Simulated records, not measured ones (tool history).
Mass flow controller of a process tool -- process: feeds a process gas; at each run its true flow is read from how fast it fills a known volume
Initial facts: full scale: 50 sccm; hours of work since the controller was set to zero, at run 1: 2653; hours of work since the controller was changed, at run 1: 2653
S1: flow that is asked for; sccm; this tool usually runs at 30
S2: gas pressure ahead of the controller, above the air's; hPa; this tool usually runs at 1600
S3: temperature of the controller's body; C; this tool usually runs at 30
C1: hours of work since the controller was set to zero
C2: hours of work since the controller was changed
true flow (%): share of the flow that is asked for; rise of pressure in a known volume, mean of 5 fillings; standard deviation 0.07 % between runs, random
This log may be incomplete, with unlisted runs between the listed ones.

run 1 day=0.000 | S1=30 S2=1600 S3=30 | C1=2653 C2=2653 | true_flow_(%)=97.37
run 2 day=2.750 | S1=30 S2=1600 S3=38 | C1=2695 C2=2695 | true_flow_(%)=98.10
run 3 day=7.083 | S1=30 S2=1600 S3=38 | C1=2762 C2=2762 | true_flow_(%)=97.89
run 4 day=11.046 | S1=30 S2=1600 S3=38 | C1=2824 C2=2824 | true_flow_(%)=97.91
run 5 day=16.029 | S1=30 S2=1600 S3=38 | C1=2901 C2=2901 | true_flow_(%)=97.91
run 6 day=20.992 | S1=30 S2=1600 S3=38 | C1=2978 C2=2978 | true_flow_(%)=97.79
run 7 day=26.238 | S1=30 S2=1600 S3=38 | C1=3059 C2=3059 | true_flow_(%)=97.86
run 8 day=31.862 | S1=30 S2=1600 S3=38 | C1=3146 C2=3146 | true_flow_(%)=97.85
run 9 day=34.512 | S1=30 S2=1600 S3=38 | C1=3187 C2=3187 | true_flow_(%)=97.62
run 10 day=39.233 | S1=30 S2=1600 S3=38 | C1=3260 C2=3260 | true_flow_(%)=97.64
run 11 day=43.462 | S1=30 S2=1600 S3=38 | C1=3326 C2=3326 | true_flow_(%)=97.55
run 12 day=48.842 | S1=30 S2=1600 S3=38 | C1=3409 C2=3409 | true_flow_(%)=97.63
run 13 day=52.217 | S1=30 S2=2660 S3=30 | C1=3462 C2=3462 | true_flow_(%)=97.12
run 14 day=56.592 | S1=30 S2=2660 S3=36 | C1=3529 C2=3529 | true_flow_(%)=97.56
run 15 day=61.925 | S1=30 S2=1600 S3=30 | C1=3612 C2=3612 | true_flow_(%)=96.56
run 16 day=67.554 | S1=30 S2=1600 S3=30 | C1=3699 C2=3699 | true_flow_(%)=96.68
run 17 day=69.992 | S1=30 S2=1600 S3=30 | C1=3737 C2=3737 | true_flow_(%)=96.57
run 18 day=75.562 | S1=12 S2=1600 S3=30 | C1=3823 C2=3823 | true_flow_(%)=92.86
run 19 day=79.846 | S1=12 S2=1600 S3=30 | C1=3890 C2=3890 | true_flow_(%)=92.84
run 20 day=83.275 | S1=30 S2=2090 S3=30 | C1=3943 C2=3943 | true_flow_(%)=96.57
run 21 day=87.162 | S1=30 S2=1600 S3=26 | C1=4003 C2=4003 | true_flow_(%)=96.01
run 22 day=92.971 | S1=30 S2=1600 S3=26 | C1=4093 C2=4093 | true_flow_(%)=95.78
run 23 day=98.483 | S1=30 S2=1600 S3=26 | C1=4178 C2=4178 | true_flow_(%)=95.86
run 24 day=104.042 | S1=30 S2=1600 S3=26 | C1=4264 C2=4264 | true_flow_(%)=95.77
run 25 day=107.883 | S1=19 S2=1540 S3=37 | C1=4324 C2=4324 | true_flow_(%)=95.18
run 26 day=111.242 | S1=7 S2=1780 S3=31 | C1=4376 C2=4376 | true_flow_(%)=88.43
run 27 day=115.679 | S1=9 S2=2470 S3=22 | C1=4444 C2=4444 | true_flow_(%)=89.82
run 28 day=120.154 | S1=5 S2=1690 S3=25 | C1=4514 C2=4514 | true_flow_(%)=84.00
run 29 day=124.379 | S1=5 S2=1690 S3=25 | C1=4579 C2=4579 | true_flow_(%)=83.95
run 30 day=129.312 | S1=5 S2=2400 S3=20 | C1=4656 C2=4656 | true_flow_(%)=83.42
run 31 day=132.817 | S1=11 S2=2180 S3=23 | C1=4710 C2=4710 | true_flow_(%)=90.86
run 32 day=138.388 | S1=30 S2=1470 S3=31 | C1=4796 C2=4796 | true_flow_(%)=95.95
run 33 day=143.683 | S1=30 S2=1470 S3=31 | C1=4878 C2=4878 | true_flow_(%)=95.87
run 34 day=149.221 | S1=17 S2=1540 S3=24 | C1=4964 C2=4964 | true_flow_(%)=92.89
run 35 day=152.871 | S1=17 S2=1540 S3=24 | C1=5021 C2=5021 | true_flow_(%)=92.58
run 36 day=156.650 | S1=13 S2=1440 S3=40 | C1=5079 C2=5079 | true_flow_(%)=92.68
run 37 day=159.033 | S1=6 S2=2050 S3=30 | C1=5116 C2=5116 | true_flow_(%)=85.35
run 38 day=162.175 | S1=8 S2=1600 S3=30 | C1=5165 C2=5165 | true_flow_(%)=88.08
run 39 day=166.567 | S1=9 S2=1600 S3=27 | C1=5233 C2=5233 | true_flow_(%)=88.72
run 40 day=171.083 | S1=35 S2=2650 S3=28 | C1=5303 C2=5303 | true_flow_(%)=96.29
run 41 day=175.442 | S1=35 S2=2650 S3=28 | C1=5370 C2=5370 | true_flow_(%)=96.32
run 42 day=180.629 | S1=35 S2=2430 S3=37 | C1=5450 C2=5450 | true_flow_(%)=96.97
run 43 day=184.008 | S1=14 S2=2080 S3=35 | C1=5503 C2=5503 | true_flow_(%)=92.38
run 44 day=189.621 | S1=16 S2=2450 S3=30 | C1=5590 C2=5590 | true_flow_(%)=92.73
-- day=191.892 controller's zero set anew
run 45 day=194.912 | S1=30 S2=1920 S3=27 | C1=47 C2=5671 | true_flow_(%)=97.56
run 46 day=197.608 | S1=30 S2=2070 S3=33 | C1=89 C2=5713 | true_flow_(%)=98.26
run 47 day=202.142 | S1=30 S2=2070 S3=33 | C1=159 C2=5783 | true_flow_(%)=98.16

Across each entry between runs, compare the hidden state at the last listed run before it with the hidden state at the first listed run after it:
From run 44 to run 45: controller's zero set anew (day 191.892)
  flow at rest that the sensor doesn't see, % of full scale: -1.51 -> -0.035; true flow over the shown one, %: -1.48 -> -1.5
  the result without the hidden state subtracted from the measured one, true flow (%): -6.19 -> -1.56

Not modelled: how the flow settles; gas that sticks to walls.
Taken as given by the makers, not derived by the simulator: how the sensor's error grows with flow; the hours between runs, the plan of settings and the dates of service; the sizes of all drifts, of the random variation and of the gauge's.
